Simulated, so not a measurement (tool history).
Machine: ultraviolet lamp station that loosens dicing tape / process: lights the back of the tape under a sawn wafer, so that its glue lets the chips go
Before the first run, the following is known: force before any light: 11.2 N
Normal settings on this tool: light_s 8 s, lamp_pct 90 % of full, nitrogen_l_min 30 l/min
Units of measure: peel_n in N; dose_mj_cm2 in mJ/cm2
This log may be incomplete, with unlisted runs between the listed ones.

{"run": 1, "hour": 0.0, "light_s": 8, "lamp_pct": 90, "nitrogen_l_min": 30, "peel_n": 0.453, "dose_mj_cm2": 301}
{"run": 2, "hour": 19.9, "light_s": 8, "lamp_pct": 90, "nitrogen_l_min": 30, "peel_n": 0.455, "dose_mj_cm2": 302}
{"run": 3, "hour": 39.6, "light_s": 8, "lamp_pct": 90, "nitrogen_l_min": 30, "peel_n": 0.446, "dose_mj_cm2": 298}
{"run": 4, "hour": 65.2, "light_s": 8, "lamp_pct": 71, "nitrogen_l_min": 30, "peel_n": 0.895, "dose_mj_cm2": 232}
{"run": 5, "hour": 88.4, "light_s": 8, "lamp_pct": 97, "nitrogen_l_min": 30, "peel_n": 0.387, "dose_mj_cm2": 319}
{"run": 6, "hour": 115.8, "light_s": 8, "lamp_pct": 97, "nitrogen_l_min": 30, "peel_n": 0.4, "dose_mj_cm2": 315}
{"run": 7, "hour": 130.2, "light_s": 8, "lamp_pct": 97, "nitrogen_l_min": 35, "peel_n": 0.331, "dose_mj_cm2": 311}
{"run": 8, "hour": 155.5, "light_s": 8, "lamp_pct": 90, "nitrogen_l_min": 30, "peel_n": 0.502, "dose_mj_cm2": 292}
{"run": 9, "hour": 174.9, "light_s": 8, "lamp_pct": 90, "nitrogen_l_min": 30, "peel_n": 0.506, "dose_mj_cm2": 289}
{"run": 10, "hour": 186.5, "light_s": 8, "lamp_pct": 62, "nitrogen_l_min": 30, "peel_n": 1.313, "dose_mj_cm2": 201}
{"run": 11, "hour": 204.4, "light_s": 8, "lamp_pct": 62, "nitrogen_l_min": 30, "peel_n": 1.342, "dose_mj_cm2": 198}
{"run": 12, "hour": 222.5, "light_s": 8, "lamp_pct": 62, "nitrogen_l_min": 30, "peel_n": 1.312, "dose_mj_cm2": 196}
{"run": 13, "hour": 243.8, "light_s": 8, "lamp_pct": 62, "nitrogen_l_min": 30, "peel_n": 1.366, "dose_mj_cm2": 194}
{"run": 14, "hour": 264.5, "light_s": 12, "lamp_pct": 62, "nitrogen_l_min": 56, "peel_n": 0.251, "dose_mj_cm2": 298}
{"run": 15, "hour": 287.7, "light_s": 12, "lamp_pct": 62, "nitrogen_l_min": 56, "peel_n": 0.263, "dose_mj_cm2": 288}
{"run": 16, "hour": 313.3, "light_s": 16, "lamp_pct": 90, "nitrogen_l_min": 25, "peel_n": 0.081, "dose_mj_cm2": 562}
{"run": 17, "hour": 332.5, "light_s": 16, "lamp_pct": 90, "nitrogen_l_min": 25, "peel_n": 0.09, "dose_mj_cm2": 554}
{"run": 18, "hour": 356.1, "light_s": 5, "lamp_pct": 67, "nitrogen_l_min": 32, "peel_n": 2.627, "dose_mj_cm2": 133}
{"run": 19, "hour": 371.2, "light_s": 5, "lamp_pct": 67, "nitrogen_l_min": 32, "peel_n": 2.703, "dose_mj_cm2": 127}
{"run": 20, "hour": 385.8, "light_s": 14, "lamp_pct": 75, "nitrogen_l_min": 30, "peel_n": 0.187, "dose_mj_cm2": 402}
{"run": 21, "hour": 408.3, "light_s": 5, "lamp_pct": 79, "nitrogen_l_min": 30, "peel_n": 2.164, "dose_mj_cm2": 149}
{"run": 22, "hour": 427.2, "light_s": 9, "lamp_pct": 90, "nitrogen_l_min": 30, "peel_n": 0.453, "dose_mj_cm2": 307}

Run 23 has not been measured yet. What should we expect?
{"run": 23, "hour": 450.2, "light_s": 9, "lamp_pct": 78, "nitrogen_l_min": 30, "peel_n": "?", "dose_mj_cm2": "?"}

Run 23 measured peel_n 0.659 N, dose_mj_cm2 267 mJ/cm2.
Take away the tool's hidden state, keep the run-to-run variation as it was, and the same run would have given peel_n 0.359 N, dose_mj_cm2 330 mJ/cm2.
